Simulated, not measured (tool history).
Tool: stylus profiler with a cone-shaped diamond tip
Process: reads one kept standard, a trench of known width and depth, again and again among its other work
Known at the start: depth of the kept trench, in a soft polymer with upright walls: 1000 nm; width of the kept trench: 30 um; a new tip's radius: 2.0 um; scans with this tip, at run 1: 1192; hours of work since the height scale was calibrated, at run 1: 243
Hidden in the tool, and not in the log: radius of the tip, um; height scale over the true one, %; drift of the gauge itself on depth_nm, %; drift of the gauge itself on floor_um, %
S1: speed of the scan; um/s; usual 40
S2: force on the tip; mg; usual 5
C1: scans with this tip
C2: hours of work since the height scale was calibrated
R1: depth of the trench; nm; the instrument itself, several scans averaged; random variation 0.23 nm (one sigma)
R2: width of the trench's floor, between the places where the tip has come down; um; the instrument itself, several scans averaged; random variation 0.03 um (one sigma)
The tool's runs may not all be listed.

run 1 hour=0 | S1=40 S2=5 | C1=1192 C2=243 | R1=1010.33 R2=25.86
run 2 hour=25.1 | S1=40 S2=5 | C1=1249 C2=254 | R1=1010.38 R2=25.81
run 3 hour=47.2 | S1=40 S2=1.74 | C1=1298 C2=264 | R1=1004.34 R2=25.74
run 4 hour=74 | S1=40 S2=1.74 | C1=1359 C2=277 | R1=1004.21 R2=25.74
run 5 hour=87.1 | S1=40 S2=1.74 | C1=1388 C2=283 | R1=1004.48 R2=25.69
run 6 hour=105 | S1=40 S2=1.96 | C1=1428 C2=291 | R1=1004.63 R2=25.72
run 7 hour=126 | S1=11 S2=1.96 | C1=1476 C2=301 | R1=1004.71 R2=25.76
run 8 hour=139.8 | S1=17 S2=1.96 | C1=1507 C2=307 | R1=1005.19 R2=25.76
run 9 hour=163.1 | S1=17 S2=1.96 | C1=1559 C2=318 | R1=1004.81 R2=25.71
run 10 hour=192.6 | S1=40 S2=4.14 | C1=1625 C2=331 | R1=1008.24 R2=25.66
run 11 hour=207.4 | S1=40 S2=4.14 | C1=1659 C2=338 | R1=1008.52 R2=25.57
run 12 hour=222.5 | S1=40 S2=5 | C1=1692 C2=345 | R1=1009.68 R2=25.62
run 13 hour=236.5 | S1=40 S2=11.18 | C1=1724 C2=351 | R1=1017.74 R2=25.58
run 14 hour=254.4 | S1=40 S2=11.18 | C1=1764 C2=359 | R1=1017.85 R2=25.59
run 15 hour=273.9 | S1=38 S2=8.56 | C1=1808 C2=368 | R1=1014.72 R2=25.59
run 16 hour=304.7 | S1=10 S2=10 | C1=1877 C2=382 | R1=1016.6 R2=25.57
run 17 hour=325.1 | S1=22 S2=3.3 | C1=1923 C2=392 | R1=1007.02 R2=25.56
run 18 hour=349.3 | S1=27 S2=2 | C1=1977 C2=403 | R1=1004.17 R2=25.48
run 19 hour=368.4 | S1=107 S2=2.06 | C1=2020 C2=411 | R1=1004.72 R2=25.22
run 20 hour=398.3 | S1=24 S2=7.34 | C1=2088 C2=425 | R1=1012.41 R2=25.52
run 21 hour=429.1 | S1=24 S2=7.34 | C1=2157 C2=439 | R1=1012.61 R2=25.44
run 22 hour=453.5 | S1=24 S2=7.34 | C1=2212 C2=450 | R1=1012.55 R2=25.42
run 23 hour=478.5 | S1=54 S2=13.04 | C1=2268 C2=462 | R1=1019.43 R2=25.38
run 24 hour=492.2 | S1=54 S2=13.04 | C1=2299 C2=468 | R1=1019.59 R2=25.29
run 25 hour=520.7 | S1=96 S2=6.41 | C1=2363 C2=481 | R1=1011.55 R2=25.25
run 26 hour=533.7 | S1=96 S2=6.41 | C1=2392 C2=487 | R1=1011.2 R2=25.17
run 27 hour=554.8 | S1=96 S2=6.41 | C1=2439 C2=497 | R1=1011.22 R2=25.18

The same runs without the tool's hidden state, with the same run-to-run variation:
run=1 R1=1011.56 R2=26.48
run=2 R1=1011.66 R2=26.46
run=3 R1=1005.66 R2=26.41
run=4 R1=1005.59 R2=26.44
run=5 R1=1005.88 R2=26.4
run=6 R1=1006.07 R2=26.45
run=7 R1=1006.2 R2=26.51
run=8 R1=1006.71 R2=26.52
run=9 R1=1006.38 R2=26.5
run=10 R1=1009.87 R2=26.48
run=11 R1=1010.18 R2=26.4
run=12 R1=1011.39 R2=26.47
run=13 R1=1019.48 R2=26.44
run=14 R1=1019.64 R2=26.47
run=15 R1=1016.54 R2=26.49
run=16 R1=1018.49 R2=26.5
run=17 R1=1008.94 R2=26.51
run=18 R1=1006.13 R2=26.45
run=19 R1=1006.72 R2=26.22
run=20 R1=1014.5 R2=26.55
run=21 R1=1014.77 R2=26.5
run=22 R1=1014.75 R2=26.5
run=23 R1=1021.7 R2=26.48
run=24 R1=1021.89 R2=26.41
run=25 R1=1013.89 R2=26.39
run=26 R1=1013.58 R2=26.33
run=27 R1=1013.64 R2=26.36

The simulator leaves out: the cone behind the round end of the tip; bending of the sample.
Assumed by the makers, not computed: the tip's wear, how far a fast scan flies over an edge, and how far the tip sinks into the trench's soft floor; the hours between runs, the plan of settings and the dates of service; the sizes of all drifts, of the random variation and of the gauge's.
